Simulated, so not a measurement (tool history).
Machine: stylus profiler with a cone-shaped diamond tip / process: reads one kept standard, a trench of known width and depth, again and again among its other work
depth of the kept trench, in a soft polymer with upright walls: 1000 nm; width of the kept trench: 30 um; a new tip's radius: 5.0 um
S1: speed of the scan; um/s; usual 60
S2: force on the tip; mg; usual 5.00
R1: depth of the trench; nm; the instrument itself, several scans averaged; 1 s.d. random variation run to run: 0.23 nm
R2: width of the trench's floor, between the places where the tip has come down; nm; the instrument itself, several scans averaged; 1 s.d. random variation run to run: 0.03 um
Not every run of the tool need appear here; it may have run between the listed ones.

{"run": 1, "hour": 0.0, "S1": 60, "S2": 5.0, "R1": 1022.06, "R2": 23710}
{"run": 2, "hour": 70.8, "S1": 60, "S2": 5.0, "R1": 1021.47, "R2": 23710}
{"run": 3, "hour": 110.6, "S1": 102, "S2": 5.0, "R1": 1021.76, "R2": 23540}
{"run": 4, "hour": 165.0, "S1": 102, "S2": 5.0, "R1": 1021.84, "R2": 23540}
{"run": 5, "hour": 263.6, "S1": 102, "S2": 5.0, "R1": 1022.03, "R2": 23560}
{"run": 6, "hour": 313.4, "S1": 102, "S2": 5.0, "R1": 1021.8, "R2": 23510}
{"run": 7, "hour": 391.8, "S1": 102, "S2": 5.0, "R1": 1021.71, "R2": 23540}
{"run": 8, "hour": 461.3, "S1": 102, "S2": 5.0, "R1": 1021.92, "R2": 23530}
{"run": 9, "hour": 538.9, "S1": 15, "S2": 5.0, "R1": 1021.81, "R2": 23920}
{"run": 10, "hour": 592.6, "S1": 60, "S2": 5.0, "R1": 1021.82, "R2": 23670}
{"run": 11, "hour": 646.5, "S1": 60, "S2": 5.0, "R1": 1021.88, "R2": 23710}
{"run": 12, "hour": 688.5, "S1": 89, "S2": 5.0, "R1": 1022.21, "R2": 23580}
{"run": 13, "hour": 783.0, "S1": 89, "S2": 5.0, "R1": 1021.72, "R2": 23640}
{"run": 14, "hour": 862.3, "S1": 89, "S2": 5.0, "R1": 1022.1, "R2": 23630}
{"run": 15, "hour": 956.6, "S1": 89, "S2": 9.04, "R1": 1032.44, "R2": 23690}
{"run": 16, "hour": 1046.0, "S1": 208, "S2": 3.75, "R1": 1018.32, "R2": 22960}
{"run": 17, "hour": 1097.9, "S1": 208, "S2": 3.75, "R1": 1017.83, "R2": 22930}
{"run": 18, "hour": 1165.1, "S1": 208, "S2": 2.02, "R1": 1011.73, "R2": 22620}
{"run": 19, "hour": 1245.7, "S1": 108, "S2": 2.02, "R1": 1012.0, "R2": 23230}
{"run": 20, "hour": 1295.0, "S1": 17, "S2": 7.63, "R1": 1029.34, "R2": 23950}
{"run": 21, "hour": 1355.6, "S1": 192, "S2": 2.4, "R1": 1012.89, "R2": 22770}
{"run": 22, "hour": 1426.8, "S1": 109, "S2": 9.56, "R1": 1033.71, "R2": 23680}
{"run": 23, "hour": 1470.6, "S1": 109, "S2": 9.56, "R1": 1034.23, "R2": 23660}
{"run": 24, "hour": 1513.4, "S1": 226, "S2": 1.85, "R1": 1011.31, "R2": 22420}
{"run": 25, "hour": 1602.4, "S1": 35, "S2": 8.01, "R1": 1030.21, "R2": 23840}
{"run": 26, "hour": 1642.8, "S1": 104, "S2": 12.03, "R1": 1039.28, "R2": 23670}
{"run": 27, "hour": 1737.6, "S1": 17, "S2": 1.81, "R1": 1010.87, "R2": 23880}
{"run": 28, "hour": 1804.4, "S1": 18, "S2": 1.81, "R1": 1010.81, "R2": 23860}
{"run": 29, "hour": 1896.3, "S1": 22, "S2": 4.48, "R1": 1020.69, "R2": 23860}

4 ways to go on from here, each from the tool as it stands after run 29. What would each give?
{"run": "A", "hour": 1960.9, "S1": 71, "S2": 2.32, "R1": "?", "R2": "?"}
{"run": "B", "hour": 1960.9, "S1": 141, "S2": 3.49, "R1": "?", "R2": "?"}
{"run": "C", "hour": 1960.9, "S1": 16, "S2": 13.44, "R1": "?", "R2": "?"}
{"run": "D", "hour": 1960.9, "S1": 32, "S2": 11.68, "R1": "?", "R2": "?"}

run=A R1=1012.93 R2=23590
run=B R1=1017.13 R2=23230
run=C R1=1042.61 R2=23970
run=D R1=1038.59 R2=23930
Without the tool's hidden state the same runs would have given:
run=A R1=1013.08 R2=23620
run=B R1=1017.28 R2=23250
run=C R1=1042.77 R2=24000
run=D R1=1038.74 R2=23950

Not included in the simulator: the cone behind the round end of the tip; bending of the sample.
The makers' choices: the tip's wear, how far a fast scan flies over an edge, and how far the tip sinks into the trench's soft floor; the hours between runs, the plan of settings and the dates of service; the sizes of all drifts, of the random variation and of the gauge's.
